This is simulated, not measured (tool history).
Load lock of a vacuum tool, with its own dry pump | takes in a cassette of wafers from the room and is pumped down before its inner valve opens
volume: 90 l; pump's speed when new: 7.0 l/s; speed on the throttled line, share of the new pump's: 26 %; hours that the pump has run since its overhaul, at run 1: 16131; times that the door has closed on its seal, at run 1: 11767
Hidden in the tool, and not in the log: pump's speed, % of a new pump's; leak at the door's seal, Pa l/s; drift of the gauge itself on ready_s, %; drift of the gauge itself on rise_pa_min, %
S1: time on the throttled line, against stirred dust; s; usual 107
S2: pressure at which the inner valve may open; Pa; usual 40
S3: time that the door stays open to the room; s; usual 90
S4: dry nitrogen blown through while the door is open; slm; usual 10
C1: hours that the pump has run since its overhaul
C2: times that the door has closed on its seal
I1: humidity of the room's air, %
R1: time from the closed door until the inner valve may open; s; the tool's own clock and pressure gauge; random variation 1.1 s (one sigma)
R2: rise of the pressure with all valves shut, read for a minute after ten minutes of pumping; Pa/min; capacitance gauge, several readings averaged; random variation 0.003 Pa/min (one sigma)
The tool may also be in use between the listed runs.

run     hour   S1  S2   S3  S4     C1     C2    I1     R1     R2
  1        0  107  40   90  10  16131  11767  44.2  182.6  0.015
  2    392.9  107  40   90  10  16524  12809  41.7  179.9  0.019
  3    766.5  107  40   90  10  16898  13800  45.2  182.7  0.019
  4   1258.5  107  40   90  10  17390  15105  45.7  181.9   0.02
  5   1642.6  107  40   90  10  17774  16124  45.6  179.6  0.019
  6   2061.9  107  40   90  10  18193  17237  45.2  180.3  0.018
  7   2540.2  107  40   90  10  18672  18505  46.5  180.9  0.025
  8   2783.7  107  40   90  10  18915  19151  44.7  181.1  0.019
  9   3158.9  107  40   90  10  19290  20147  43.1    180  0.019
 10   3403.8  107  40   90  10  19535  20796  46.1  181.3  0.017
 11   3629.1  107  40   90  10  19761  21394  41.7  180.5   0.02
 12     3941  100  40   90  10  20072  22221  43.7  176.9  0.025
 13   4419.8  100  40   90  10  20551  23492  44.3  174.1  0.025
      4637.9  -- door's seal changed, seat wiped
 14   4834.1  100  40   90  10  20964    521  45.2  175.3  0.016
 15   5047.6  107  40   90  10  21178   1087  44.2  181.6  0.022
 16     5314  107  40   90  10  21444   1794  47.3  180.4  0.024
 17   5710.2  107  40   90  10  21840   2845  46.4  180.6  0.021
 18   6197.7  107  40   90  37  22328   4138  45.8  180.9  0.009
 19     6620   67  40   90  10  22750   5258  42.6  152.7  0.017
 20   6982.7   67  40   90  10  23113   6221    42  150.9  0.024
 21   7484.7  103  40  175   5  23615   7552  48.1  176.5  0.038
 22   7981.7  107  54   64   7  24112   8871  42.6  177.9  0.015
 23   8425.4  200  29   64   7  24555  10048    42  250.6  0.017
      8702.2  -- dry pump taken out, an overhauled one fitted
 24   8820.4  200  29   64   7    118  11080  46.5  254.3  0.022
 25   9267.8  200  29   28   7    566  12267  45.3  253.1  0.013
 26   9710.2   61  44   29  12   1008  13440  43.8  145.4  0.013
 27   9959.7   61  44   29  12   1258  14102  41.3  145.1  0.014
 28  10279.7  169  67   37   8   1578  14951  43.3    221  0.015
 29  10639.7  169  56  142   8   1938  15906  44.8  223.4  0.029
 30  10954.4  174  36  131   5   2252  16741  43.5    232   0.03
 31  11360.2  174  36   25  23   2658  17817  43.9  232.1  0.009
 32  11733.9  137  40   36   7   3032  18809  45.1  201.7  0.017
 33  12165.3  141  40   90   7   3463  19953  43.2  205.9  0.021
 34  12554.9  141  40   90   7   3853  20987  47.6    206   0.03
 35  12820.7   70  50   84  35   4119  21692  44.2  150.1  0.013
 36  13149.3  173  37   90  10   4447  22564  49.1  227.8  0.021
 37  13541.5  177  40   90  32   4839  23604    44  230.3  0.017
     13712.6  -- door's seal changed, seat wiped
 38  13945.4  107  40   35  10   5242    617    45  179.2  0.009

Forecast each of these 3 alternatives for the next run:
  A  14331.4  107  78   35  10  5628  1641  46.3   ?   ?
  B  14331.4   55  33   90  37  5628  1641  45.2   ?   ?
  C  14331.4  107  29  128  10  5628  1641  50.4   ?   ?

run     R1     R2
  A  173.9  0.015
  B  144.9  0.009
  C  186.9  0.027
Without the tool's hidden state the same runs would have given:
run     R1     R2
  A  173.8  0.015
  B  144.8  0.009
  C  186.8  0.026

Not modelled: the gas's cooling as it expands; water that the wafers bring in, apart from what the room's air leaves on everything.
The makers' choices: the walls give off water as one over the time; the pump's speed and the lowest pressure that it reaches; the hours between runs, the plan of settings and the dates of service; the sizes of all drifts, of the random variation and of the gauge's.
